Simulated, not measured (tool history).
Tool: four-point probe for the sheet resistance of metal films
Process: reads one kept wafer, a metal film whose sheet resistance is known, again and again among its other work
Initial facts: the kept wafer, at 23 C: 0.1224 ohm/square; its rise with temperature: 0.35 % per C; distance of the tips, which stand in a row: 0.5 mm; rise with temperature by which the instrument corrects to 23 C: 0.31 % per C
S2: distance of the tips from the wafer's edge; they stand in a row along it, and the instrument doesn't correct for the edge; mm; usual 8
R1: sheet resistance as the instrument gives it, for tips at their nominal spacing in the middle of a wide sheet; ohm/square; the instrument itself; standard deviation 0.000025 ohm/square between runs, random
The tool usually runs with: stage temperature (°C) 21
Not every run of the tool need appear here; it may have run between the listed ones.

run 1 day=0.000 | stage_temperature_(°C)=21 S2=8 | R1=0.122763
run 2 day=3.121 | stage_temperature_(°C)=21 S2=8 | R1=0.122829
run 3 day=5.854 | stage_temperature_(°C)=21 S2=8 | R1=0.122829
run 4 day=8.958 | stage_temperature_(°C)=21 S2=8 | R1=0.122895
run 5 day=11.475 | stage_temperature_(°C)=21 S2=8 | R1=0.122831
run 6 day=13.683 | stage_temperature_(°C)=21 S2=23 | R1=0.122673
run 7 day=15.958 | stage_temperature_(°C)=29 S2=8 | R1=0.123339
run 8 day=18.054 | stage_temperature_(°C)=21 S2=13 | R1=0.122797
-- day=19.717 stage's thermometer calibrated
run 9 day=20.579 | stage_temperature_(°C)=25 S2=8 | R1=0.122981
run 10 day=22.929 | stage_temperature_(°C)=19 S2=8 | R1=0.122738
-- day=25.150 new probe head fitted
run 11 day=25.679 | stage_temperature_(°C)=19 S2=8 | R1=0.121937
run 12 day=27.904 | stage_temperature_(°C)=19 S2=8 | R1=0.121907
run 13 day=29.479 | stage_temperature_(°C)=19 S2=8 | R1=0.121945
run 14 day=31.617 | stage_temperature_(°C)=19 S2=8 | R1=0.121954
run 15 day=32.929 | stage_temperature_(°C)=19 S2=8 | R1=0.122003
run 16 day=34.946 | stage_temperature_(°C)=28 S2=16 | R1=0.122264
run 17 day=36.308 | stage_temperature_(°C)=33 S2=58 | R1=0.122407
run 18 day=38.192 | stage_temperature_(°C)=29 S2=34 | R1=0.122250
run 19 day=40.521 | stage_temperature_(°C)=34 S2=34 | R1=0.122522
run 20 day=43.421 | stage_temperature_(°C)=34 S2=34 | R1=0.122531
run 21 day=46.529 | stage_temperature_(°C)=34 S2=34 | R1=0.122604
run 22 day=48.075 | stage_temperature_(°C)=27 S2=3 | R1=0.124103
run 23 day=50.821 | stage_temperature_(°C)=28 S2=11 | R1=0.122420
run 24 day=53.167 | stage_temperature_(°C)=28 S2=11 | R1=0.122540
run 25 day=56.229 | stage_temperature_(°C)=28 S2=11 | R1=0.122524
run 26 day=57.746 | stage_temperature_(°C)=31 S2=4 | R1=0.123541
run 27 day=59.888 | stage_temperature_(°C)=22 S2=38 | R1=0.122148

4 ways to go on from here, each from the tool as it stands after run 27. What would each give?
run A day=61.671 | stage_temperature_(°C)=22 S2=21 | R1=?
run B day=61.671 | stage_temperature_(°C)=34 S2=8 | R1=?
run C day=61.671 | stage_temperature_(°C)=32 S2=72 | R1=?
run D day=61.671 | stage_temperature_(°C)=27 S2=6 | R1=?

run=A R1=0.122182
run=B R1=0.123022
run=C R1=0.122557
run=D R1=0.122849
With no hidden state in the tool, these same runs would have given:
run=A R1=0.122380
run=B R1=0.123222
run=C R1=0.122757
run=D R1=0.123049
